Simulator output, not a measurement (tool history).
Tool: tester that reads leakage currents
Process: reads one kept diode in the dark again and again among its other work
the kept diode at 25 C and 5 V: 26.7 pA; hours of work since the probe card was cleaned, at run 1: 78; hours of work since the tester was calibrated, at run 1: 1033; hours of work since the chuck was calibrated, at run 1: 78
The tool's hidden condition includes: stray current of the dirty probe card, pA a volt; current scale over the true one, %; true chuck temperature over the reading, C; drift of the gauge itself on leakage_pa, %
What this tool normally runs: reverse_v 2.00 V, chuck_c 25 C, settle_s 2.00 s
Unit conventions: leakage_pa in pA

run	hour	reverse_v	chuck_c	settle_s	hours of work since the probe card was cleaned	hours of work since the tester was calibrated	hours of work since the chuck was calibrated	leakage_pa
1	0.0	2.00	25	2.00	78	1033	78	16.55
2	58.0	2.00	25	2.00	123	1079	123	16.31
3	121.9	2.00	25	2.00	173	1129	173	16.56
4	192.5	2.00	25	2.00	229	1184	229	16.46
5	261.0	2.00	25	2.00	283	1238	283	16.46
6	297.5	2.00	34	2.00	311	1267	311	31.27
7	343.7	2.00	34	2.00	348	1303	348	31.15
8	385.9	2.00	25	2.00	381	1336	381	16.37
9	415.4	17.79	25	2.00	404	1359	404	57.73
10	481.8	14.24	25	2.00	456	1411	456	50.87
11	544.9	2.00	25	0.79	506	1461	506	16.97
12	588.0	2.00	25	0.79	540	1495	540	17.04
13	624.5	2.00	25	2.00	568	1524	568	16.45
14	670.8	14.32	36	1.13	605	1560	605	110.24
15	739.0	14.32	36	1.13	658	1614	658	110.51
16	792.6	14.32	36	1.13	700	1656	700	110.45
17	847.4	14.32	36	1.13	743	1699	743	110.45
18	882.0	2.00	30	0.30	771	1726	771	25.55
19	930.6	7.47	37	8.51	809	1764	809	79.76
20	979.6	9.62	31	0.35	847	1803	847	69.02
21	1036.7	9.62	31	0.35	892	1847	892	69.32
22	1070.9	9.62	31	0.35	919	1874	919	69.47

What will run 23 give?
23	1117.7	9.62	31	0.35	956	1911	956	?

Run 23 produced leakage_pa 68.97 pA.
The same run, on a tool lacking any hidden state, would have yielded leakage_pa 68.94 pA.

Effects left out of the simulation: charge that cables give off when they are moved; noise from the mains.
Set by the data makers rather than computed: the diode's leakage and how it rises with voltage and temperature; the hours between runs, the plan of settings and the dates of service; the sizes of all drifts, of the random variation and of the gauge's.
